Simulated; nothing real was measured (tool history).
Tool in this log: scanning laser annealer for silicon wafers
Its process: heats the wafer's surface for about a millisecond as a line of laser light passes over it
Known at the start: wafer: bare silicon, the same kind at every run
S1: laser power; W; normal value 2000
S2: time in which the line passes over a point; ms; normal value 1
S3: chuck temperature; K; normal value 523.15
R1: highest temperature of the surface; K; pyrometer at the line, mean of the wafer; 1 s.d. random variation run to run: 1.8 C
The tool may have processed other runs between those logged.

{"run": 1, "hour": 0.0, "S1": 2000, "S2": 1, "S3": 523.15, "R1": 1240.15}
{"run": 2, "hour": 26.8, "S1": 2000, "S2": 1, "S3": 523.15, "R1": 1239.15}
{"run": 3, "hour": 51.3, "S1": 2000, "S2": 1, "S3": 523.15, "R1": 1234.15}
{"run": 4, "hour": 76.2, "S1": 2000, "S2": 1, "S3": 523.15, "R1": 1233.15}
{"hour": 85.1, "done": "optics aligned, line set to its width"}
{"run": 5, "hour": 117.6, "S1": 2000, "S2": 1, "S3": 523.15, "R1": 1231.15}
{"run": 6, "hour": 150.4, "S1": 2000, "S2": 1, "S3": 523.15, "R1": 1225.15}
{"run": 7, "hour": 188.5, "S1": 2142, "S2": 1, "S3": 556.15, "R1": 1316.15}
{"hour": 219.0, "done": "window over the wafer cleaned"}
{"run": 8, "hour": 219.0, "S1": 2011, "S2": 1, "S3": 511.15, "R1": 1266.15}
{"run": 9, "hour": 242.3, "S1": 2011, "S2": 1.09, "S3": 519.15, "R1": 1308.15}
{"hour": 268.8, "done": "optics aligned, line set to its width, once more"}
{"run": 10, "hour": 271.5, "S1": 1812, "S2": 0.97, "S3": 523.15, "R1": 1180.15}
{"run": 11, "hour": 294.1, "S1": 1779, "S2": 0.99, "S3": 536.15, "R1": 1182.15}

What if the next run were any one of these 3? Each begins from the tool's condition after run 11:
{"run": "A", "hour": 335.5, "S1": 1848, "S2": 0.87, "S3": 530.15, "R1": "?"}
{"run": "B", "hour": 335.5, "S1": 1997, "S2": 0.84, "S3": 558.15, "R1": "?"}
{"run": "C", "hour": 335.5, "S1": 1895, "S2": 0.98, "S3": 562.15, "R1": "?"}

run=A R1=1161.15
run=B R1=1237.15
run=C R1=1252.15
The same runs, with their run-to-run variation unchanged, on a tool lacking any hidden condition would have given:
run=A R1=1169.15
run=B R1=1246.15
run=C R1=1261.15
